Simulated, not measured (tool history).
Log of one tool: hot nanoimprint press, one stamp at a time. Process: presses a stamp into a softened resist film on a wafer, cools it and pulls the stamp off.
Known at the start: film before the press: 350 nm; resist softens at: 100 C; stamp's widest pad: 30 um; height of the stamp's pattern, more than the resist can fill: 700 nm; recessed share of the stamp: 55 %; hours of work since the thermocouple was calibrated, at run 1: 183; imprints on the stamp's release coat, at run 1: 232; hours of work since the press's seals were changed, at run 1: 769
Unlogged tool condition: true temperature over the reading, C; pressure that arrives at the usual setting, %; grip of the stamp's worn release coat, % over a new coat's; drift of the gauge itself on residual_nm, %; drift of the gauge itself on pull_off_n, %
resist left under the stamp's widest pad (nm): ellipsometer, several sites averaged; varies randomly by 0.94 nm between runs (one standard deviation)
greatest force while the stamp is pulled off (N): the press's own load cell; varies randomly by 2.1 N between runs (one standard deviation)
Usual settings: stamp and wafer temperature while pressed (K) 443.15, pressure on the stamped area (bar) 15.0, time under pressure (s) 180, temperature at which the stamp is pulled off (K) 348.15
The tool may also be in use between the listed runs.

| run | day | stamp and wafer temperature while pressed (K) | pressure on the stamped area (bar) | time under pressure (s) | temperature at which the stamp is pulled off (K) | hours of work since the thermocouple was calibrated | imprints on the stamp's release coat | hours of work since the press's seals were changed | resist left under the stamp's widest pad (nm) | greatest force while the stamp is pulled off (N) |
|---|---|---|---|---|---|---|---|---|---|---|
| 1 | 0.000 | 443.15 | 15.0 | 180 | 348.15 | 183 | 232 | 769 | 164.9 | 125 |
| 2 | 1.129 | 443.15 | 15.0 | 180 | 348.15 | 197 | 343 | 783 | 166.4 | 122 |
| 3 | 1.896 | 443.15 | 15.0 | 180 | 336.15 | 207 | 419 | 793 | 164.0 | 130 |
| 4 | 2.733 | 443.15 | 15.0 | 180 | 345.15 | 217 | 502 | 804 | 166.8 | 130 |
| 5 | 4.492 | 443.15 | 15.0 | 180 | 348.15 | 239 | 676 | 826 | 167.3 | 131 |
| 6 | 5.521 | 443.15 | 15.0 | 180 | 348.15 | 252 | 777 | 839 | 166.5 | 133 |
| 7 | 6.321 | 443.15 | 15.0 | 180 | 348.15 | 262 | 856 | 849 | 169.5 | 131 |
| 8 | 7.425 | 443.15 | 15.0 | 180 | 348.15 | 276 | 965 | 863 | 171.0 | 133 |
| 9 | 8.446 | 443.15 | 15.0 | 180 | 348.15 | 289 | 1066 | 876 | 170.1 | 139 |
| 10 | 9.362 | 443.15 | 15.0 | 180 | 348.15 | 301 | 1157 | 887 | 167.2 | 141 |
| 11 | 10.192 | 443.15 | 15.0 | 180 | 348.15 | 311 | 1239 | 898 | 170.5 | 143 |
| 12 | 11.621 | 443.15 | 15.0 | 180 | 348.15 | 329 | 1380 | 916 | 172.2 | 149 |
| 13 | 12.958 | 443.15 | 15.0 | 197 | 348.15 | 346 | 1512 | 933 | 167.6 | 151 |
| 14 | 13.829 | 443.15 | 15.0 | 197 | 348.15 | 357 | 1598 | 944 | 166.9 | 155 |
|  | 15.150 | press's hydraulic seals changed and the load cell set to zero |
|  | 15.975 | stamp cleaned and given a new release coat |
| 15 | 16.104 | 443.15 | 15.0 | 197 | 348.15 | 378 | 12 | 9 | 165.1 | 116 |
| 16 | 17.204 | 443.15 | 15.0 | 114 | 354.15 | 392 | 121 | 23 | 200.6 | 111 |
| 17 | 18.892 | 433.15 | 15.0 | 315 | 354.15 | 414 | 288 | 44 | 239.9 | 117 |
| 18 | 19.996 | 433.15 | 15.0 | 304 | 343.15 | 427 | 397 | 58 | 244.7 | 126 |
| 19 | 21.350 | 447.15 | 15.0 | 105 | 337.15 | 445 | 531 | 75 | 172.0 | 137 |
| 20 | 22.488 | 434.15 | 18.7 | 180 | 348.15 | 459 | 643 | 89 | 250.8 | 128 |
|  | 22.758 | plate thermocouple calibrated |
| 21 | 24.033 | 431.15 | 15.0 | 93 | 347.15 | 16 | 784 | 107 | 320.3 | 131 |
| 22 | 25.512 | 443.15 | 12.7 | 180 | 345.15 | 35 | 930 | 126 | 195.9 | 140 |
| 23 | 26.454 | 433.15 | 15.0 | 180 | 356.15 | 47 | 1023 | 138 | 284.3 | 135 |
| 24 | 28.100 | 433.15 | 15.0 | 180 | 356.15 | 67 | 1185 | 159 | 285.2 | 137 |
|  | 28.475 | plate thermocouple calibrated, once more |
| 25 | 29.592 | 443.15 | 10.7 | 304 | 348.15 | 14 | 1321 | 176 | 145.4 | 143 |
| 26 | 31.179 | 435.15 | 11.6 | 170 | 348.15 | 34 | 1478 | 196 | 259.4 | 147 |
| 27 | 32.467 | 438.15 | 12.5 | 180 | 348.15 | 50 | 1605 | 212 | 218.3 | 151 |
| 28 | 33.838 | 438.15 | 11.1 | 180 | 343.15 | 68 | 1740 | 229 | 228.8 | 159 |
|  | 34.288 | stamp cleaned and given a new release coat |
| 29 | 34.875 | 440.15 | 12.0 | 125 | 355.15 | 78 | 58 | 239 | 228.0 | 113 |

What would each run have given without the hidden state, its run-to-run variation left as it was?
| run | resist left under the stamp's widest pad (nm) | greatest force while the stamp is pulled off (N) |
|---|---|---|
| 1 | 154.6 | 119 |
| 2 | 155.5 | 114 |
| 3 | 152.9 | 120 |
| 4 | 155.1 | 118 |
| 5 | 154.8 | 115 |
| 6 | 153.4 | 115 |
| 7 | 155.8 | 112 |
| 8 | 156.8 | 112 |
| 9 | 155.5 | 114 |
| 10 | 152.3 | 115 |
| 11 | 155.0 | 115 |
| 12 | 155.9 | 116 |
| 13 | 150.8 | 116 |
| 14 | 149.8 | 117 |
| 15 | 149.5 | 115 |
| 16 | 183.5 | 108 |
| 17 | 218.6 | 110 |
| 18 | 222.6 | 116 |
| 19 | 154.6 | 123 |
| 20 | 228.5 | 113 |
| 21 | 303.3 | 113 |
| 22 | 166.4 | 117 |
| 23 | 254.7 | 111 |
| 24 | 254.9 | 110 |
| 25 | 145.1 | 114 |
| 26 | 258.2 | 115 |
| 27 | 216.2 | 115 |
| 28 | 226.0 | 118 |
| 29 | 224.9 | 112 |
